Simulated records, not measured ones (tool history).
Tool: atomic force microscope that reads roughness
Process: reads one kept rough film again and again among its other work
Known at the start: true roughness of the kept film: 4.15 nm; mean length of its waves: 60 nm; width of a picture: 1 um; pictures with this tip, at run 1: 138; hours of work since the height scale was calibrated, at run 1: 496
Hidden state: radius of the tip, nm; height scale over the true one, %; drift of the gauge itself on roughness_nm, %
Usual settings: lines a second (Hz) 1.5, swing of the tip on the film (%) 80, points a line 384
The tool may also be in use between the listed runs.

run     day  lines a second (Hz)  swing of the tip on the film (%)  points a line  pictures with this tip  hours of work since the height scale was calibrated  roughness of the kept film (nm (root mean square))
  1       0                  1.5                                80            384                     138                                                  496                                                3.42
  2    0.55                  1.5                                80            384                     155                                                  503                                               3.432
  3   1.671                  1.5                                57            384                     188                                                  518                                               3.583
  4   2.192                  1.5                                57            384                     204                                                  526                                               3.549
  5   2.696                  1.5                                57            384                     219                                                  532                                               3.532
  6   3.267                  1.5                                57            384                     236                                                  540                                               3.503
  7   4.388                  1.5                                80            384                     270                                                  555                                               3.267
  8   5.554                  1.5                                63            384                     304                                                  571                                               3.377
      6.417  -- new tip fitted
  9   6.429                  1.5                                56            787                       0                                                  583                                               3.889
 10   7.104                  1.3                                63            378                      20                                                  592                                               3.799
 11   7.646                 3.46                                83            384                      36                                                  599                                               3.171
 12   8.383                 3.46                                83            384                      59                                                  609                                               3.133
 13     9.2                  1.5                                63            816                      83                                                  620                                               3.733
 14   9.838                 1.21                                72            992                     102                                                  629                                               3.625
 15  10.771                 1.21                                72            992                     130                                                  641                                               3.609

Forecast each of these 4 alternatives for the next run:
  A  11.554                 1.83                                72            308                     153                                                  652                                                   ?
  B  11.554                 1.05                                60            992                     153                                                  652                                                   ?
  C  11.554                  1.5                                60            660                     153                                                  652                                                   ?
  D  11.554                 1.21                                72            792                     153                                                  652                                                   ?

run  roughness of the kept film (nm (root mean square))
  A                                               3.464
  B                                               3.671
  C                                               3.626
  D                                               3.561
Without the tool's hidden state the same runs would have given:
run  roughness of the kept film (nm (root mean square))
  A                                               3.687
  B                                               3.908
  C                                                3.86
  D                                                3.79
